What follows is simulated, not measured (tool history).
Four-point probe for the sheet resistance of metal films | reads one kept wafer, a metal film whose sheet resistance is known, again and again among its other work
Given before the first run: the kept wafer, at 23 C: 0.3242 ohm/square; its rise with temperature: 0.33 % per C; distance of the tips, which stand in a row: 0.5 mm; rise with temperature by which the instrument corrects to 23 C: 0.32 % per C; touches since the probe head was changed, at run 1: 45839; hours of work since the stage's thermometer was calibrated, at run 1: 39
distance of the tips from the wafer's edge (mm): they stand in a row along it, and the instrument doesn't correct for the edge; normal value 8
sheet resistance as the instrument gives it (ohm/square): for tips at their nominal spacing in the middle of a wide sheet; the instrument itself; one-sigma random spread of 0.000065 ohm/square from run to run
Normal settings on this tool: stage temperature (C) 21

run,hour,stage temperature (C),distance of the tips from the wafer's edge (mm),touches since the probe head was changed,hours of work since the stage's thermometer was calibrated,sheet resistance as the instrument gives it (ohm/square)
1,0,21,8,45839,39,0.324948
2,12.4,21,8,46059,44,0.324863
3,22.7,21,8,46242,48,0.324777
4,39.9,21,8,46549,55,0.324842
5,54.5,21,8,46809,61,0.324882
6,66.9,21,7,47030,66,0.325
7,74.1,21,7,47158,69,0.325005
8,82.3,21,41,47303,72,0.324165
9,96,21,8,47547,78,0.324788
10,103.4,21,34,47679,81,0.324164
11,113.1,21,34,47851,85,0.324237
12,125.6,21,34,48074,90,0.324187
13,141.9,21,34,48364,96,0.324143
14,152.6,21,34,48554,101,0.3242
15,165.8,21,4,48790,106,0.3269
16,174.2,19,4,48938,109,0.326812
17,190.7,18,4,49232,116,0.326766
18,199.8,19,4,49395,120,0.326777
19,214.1,21,8,49648,126,0.324928
20,226.3,28,8,49866,131,0.324901
21,241.5,28,8,50137,137,0.324977
22,258,21,8,50430,143,0.324819
23,266.7,21,8,50586,147,0.324802
24,278.7,21,8,50800,152,0.324874
25,289.4,31,5,50989,156,0.326131
26,300.5,35,72,51186,161,0.324569
27,309.9,26,33,51355,165,0.324302
28,325.5,26,33,51632,171,0.324382
29,333.3,21,7,51771,174,0.325005
30,341.7,21,7,51920,177,0.324953
31,356,29,24,52175,183,0.32435
32,366.3,21,5,52357,187,0.326065
33,373.3,20,45,52482,190,0.324088
34,383.1,21,28,52658,194,0.324055
35,397.6,28,20,52916,200,0.324424
36,409.9,21,66,53134,205,0.32411
37,418.3,21,66,53283,208,0.324179
38,431.2,21,66,53513,214,0.324115
39,442.6,19,38,53717,218,0.324092
40,457.1,21,70,53974,224,0.324111
41,471.4,30,8,54228,230,0.325046
42,485,30,5,54470,235,0.326266
43,501.4,22,8,54761,242,0.324799
44,510.6,25,9,54926,246,0.324745
45,527.2,25,9,55221,253,0.32471

4 options for the next run, each taken on its own from the tool as it stands now. Forecast them:
A,537.1,19,28,55397,257,?
B,537.1,25,13,55397,257,?
C,537.1,23,9,55397,257,?
D,537.1,25,54,55397,257,?

run,sheet resistance as the instrument gives it (ohm/square)
A,0.324035
B,0.324516
C,0.324676
D,0.324239
What these runs would have given with no unlogged condition in the tool:
run,sheet resistance as the instrument gives it (ohm/square)
A,0.324054
B,0.324536
C,0.324695
D,0.324259

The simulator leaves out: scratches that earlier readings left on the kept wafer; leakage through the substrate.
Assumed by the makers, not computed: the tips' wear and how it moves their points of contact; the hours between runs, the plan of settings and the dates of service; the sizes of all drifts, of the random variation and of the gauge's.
